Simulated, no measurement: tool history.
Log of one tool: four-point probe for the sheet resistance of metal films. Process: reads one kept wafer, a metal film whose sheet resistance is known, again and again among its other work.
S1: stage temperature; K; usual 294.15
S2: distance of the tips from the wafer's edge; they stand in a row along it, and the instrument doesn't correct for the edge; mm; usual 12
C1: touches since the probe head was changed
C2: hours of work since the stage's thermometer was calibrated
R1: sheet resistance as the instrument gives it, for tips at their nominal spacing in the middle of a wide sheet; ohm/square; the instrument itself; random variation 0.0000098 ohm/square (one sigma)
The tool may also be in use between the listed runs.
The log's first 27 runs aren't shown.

{"run": 28, "hour": 973.9, "S1": 305.15, "S2": 15, "C1": 40737, "C2": 1568, "R1": 0.048304}
{"run": 29, "hour": 1004.7, "S1": 298.15, "S2": 19, "C1": 42324, "C2": 1588, "R1": 0.048177}
{"run": 30, "hour": 1050.8, "S1": 292.15, "S2": 47, "C1": 44693, "C2": 1618, "R1": 0.048017}
{"run": 31, "hour": 1099.2, "S1": 301.15, "S2": 4, "C1": 47183, "C2": 1649, "R1": 0.050518}
{"run": 32, "hour": 1129.0, "S1": 293.15, "S2": 28, "C1": 48715, "C2": 1668, "R1": 0.048021}
{"run": 33, "hour": 1179.4, "S1": 293.15, "S2": 28, "C1": 51309, "C2": 1701, "R1": 0.048014}
{"run": 34, "hour": 1226.1, "S1": 294.15, "S2": 3, "C1": 53715, "C2": 1731, "R1": 0.052151}
{"run": 35, "hour": 1255.2, "S1": 293.15, "S2": 33, "C1": 55212, "C2": 1750, "R1": 0.047965}
{"run": 36, "hour": 1297.2, "S1": 293.15, "S2": 33, "C1": 57374, "C2": 1777, "R1": 0.047949}
{"run": 37, "hour": 1335.6, "S1": 305.15, "S2": 3, "C1": 59345, "C2": 1802, "R1": 0.0522}
{"run": 38, "hour": 1358.2, "S1": 293.15, "S2": 46, "C1": 60510, "C2": 1817, "R1": 0.047915}
{"run": 39, "hour": 1412.7, "S1": 303.15, "S2": 7, "C1": 63315, "C2": 1852, "R1": 0.048788}
{"run": 40, "hour": 1445.5, "S1": 305.15, "S2": 4, "C1": 65001, "C2": 1873, "R1": 0.050424}
{"run": 41, "hour": 1494.1, "S1": 296.15, "S2": 47, "C1": 67503, "C2": 1905, "R1": 0.047882}
{"run": 42, "hour": 1524.4, "S1": 294.15, "S2": 24, "C1": 69060, "C2": 1924, "R1": 0.047914}
{"run": 43, "hour": 1558.8, "S1": 298.15, "S2": 4, "C1": 70832, "C2": 1947, "R1": 0.050335}

Forecast each of these 5 alternatives for the next run:
{"run": "A", "hour": 1593.3, "S1": 296.15, "S2": 21, "C1": 72604, "C2": 1969, "R1": "?"}
{"run": "B", "hour": 1593.3, "S1": 299.15, "S2": 12, "C1": 72604, "C2": 1969, "R1": "?"}
{"run": "C", "hour": 1593.3, "S1": 295.15, "S2": 21, "C1": 72604, "C2": 1969, "R1": "?"}
{"run": "D", "hour": 1593.3, "S1": 306.15, "S2": 4, "C1": 72604, "C2": 1969, "R1": "?"}
{"run": "E", "hour": 1593.3, "S1": 305.15, "S2": 5, "C1": 72604, "C2": 1969, "R1": "?"}

run=A R1=0.047935
run=B R1=0.048169
run=C R1=0.047914
run=D R1=0.050379
run=E R1=0.049516
Without the tool's hidden state the same runs would have given:
run=A R1=0.048698
run=B R1=0.048935
run=C R1=0.048677
run=D R1=0.051176
run=E R1=0.0503
